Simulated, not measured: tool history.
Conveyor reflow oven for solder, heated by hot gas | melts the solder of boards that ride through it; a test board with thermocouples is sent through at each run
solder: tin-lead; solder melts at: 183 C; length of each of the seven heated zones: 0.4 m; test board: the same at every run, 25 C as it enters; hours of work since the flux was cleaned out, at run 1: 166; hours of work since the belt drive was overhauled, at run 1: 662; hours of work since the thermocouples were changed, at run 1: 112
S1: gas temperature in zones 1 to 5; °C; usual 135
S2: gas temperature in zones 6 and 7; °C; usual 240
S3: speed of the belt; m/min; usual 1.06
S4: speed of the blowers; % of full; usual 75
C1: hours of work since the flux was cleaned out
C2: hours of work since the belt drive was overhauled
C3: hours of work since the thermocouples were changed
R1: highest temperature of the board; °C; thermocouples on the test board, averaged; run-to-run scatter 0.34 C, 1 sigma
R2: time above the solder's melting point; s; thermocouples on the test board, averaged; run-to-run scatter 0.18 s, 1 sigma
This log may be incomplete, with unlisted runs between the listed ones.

run	day	S1	S2	S3	S4	C1	C2	C3	R1	R2
1	0.000	135	240	1.06	75	166	662	112	220.5	34.7
2	0.367	135	240	1.06	75	172	668	118	220.5	34.2
3	0.638	147	240	1.06	75	176	672	123	222.4	38.0
4	0.867	147	240	1.06	75	180	676	126	222.5	37.8
5	1.158	135	240	1.06	75	185	681	131	220.6	34.3
6	1.671	135	246	1.06	75	193	689	140	225.4	36.5
7	1.971	128	246	1.06	75	198	694	145	223.6	34.7
8	2.254	128	246	1.06	63	203	699	149	221.1	33.5
9	2.650	135	240	1.06	75	209	705	156	220.4	34.4
10	3.162	135	231	1.06	75	218	714	164	212.4	30.9
11	3.512	135	231	1.06	75	224	719	170	212.2	30.9
12	3.750	128	240	1.06	75	227	723	174	219.2	32.5
13	4.167	128	240	1.06	75	234	730	181	219.0	32.4
14	4.483	128	240	1.06	75	240	735	186	219.4	32.2
15	4.992	128	240	1.06	75	248	744	194	219.1	32.2
16	5.492	128	240	1.06	75	256	752	203	219.0	32.5
17	5.742	127	246	1.03	75	260	756	207	224.5	35.6
18	6.188	121	239	1.16	75	268	763	214	212.8	25.4
19	6.488	137	243	0.97	75	273	768	219	226.6	40.6
# day 6.971: flux residue cleaned out of gas plates and filters
20	7.096	135	233	1.06	75	2	775	226	214.9	31.8
21	7.417	135	233	1.06	75	7	780	231	214.8	31.4
22	7.696	128	233	0.87	75	12	785	235	219.6	41.0
23	7.983	122	238	1.06	75	17	790	240	216.5	30.2
24	8.500	127	240	0.89	69	25	798	249	223.4	41.3
25	8.921	127	240	0.89	69	32	805	256	223.7	41.5
26	9.171	127	240	0.89	69	36	809	260	224.1	41.6
27	9.521	127	240	0.89	69	42	815	265	223.6	41.4
28	9.754	134	235	1.06	57	46	819	269	211.7	29.8
29	10.217	149	235	1.06	75	53	826	277	218.0	36.8
30	10.708	125	228	0.91	75	62	834	285	212.8	35.4
31	11.046	135	240	1.06	75	67	840	291	220.1	34.6
32	11.538	135	240	0.99	68	75	848	299	222.1	37.5

Alternative continuations, all from the tool just after run 32; predict every row:
A	11.796	135	240	1.18	68	79	852	303	?	?
B	11.796	135	240	1.16	68	79	852	303	?	?
C	11.796	137	247	1.06	81	79	852	303	?	?

run	R1	R2
A	215.2	28.2
B	215.7	28.7
C	228.2	37.9
The same runs, with their run-to-run variation unchanged, on a tool lacking any hidden condition would have given:
run	R1	R2
A	215.2	28.2
B	215.7	28.6
C	228.2	37.9

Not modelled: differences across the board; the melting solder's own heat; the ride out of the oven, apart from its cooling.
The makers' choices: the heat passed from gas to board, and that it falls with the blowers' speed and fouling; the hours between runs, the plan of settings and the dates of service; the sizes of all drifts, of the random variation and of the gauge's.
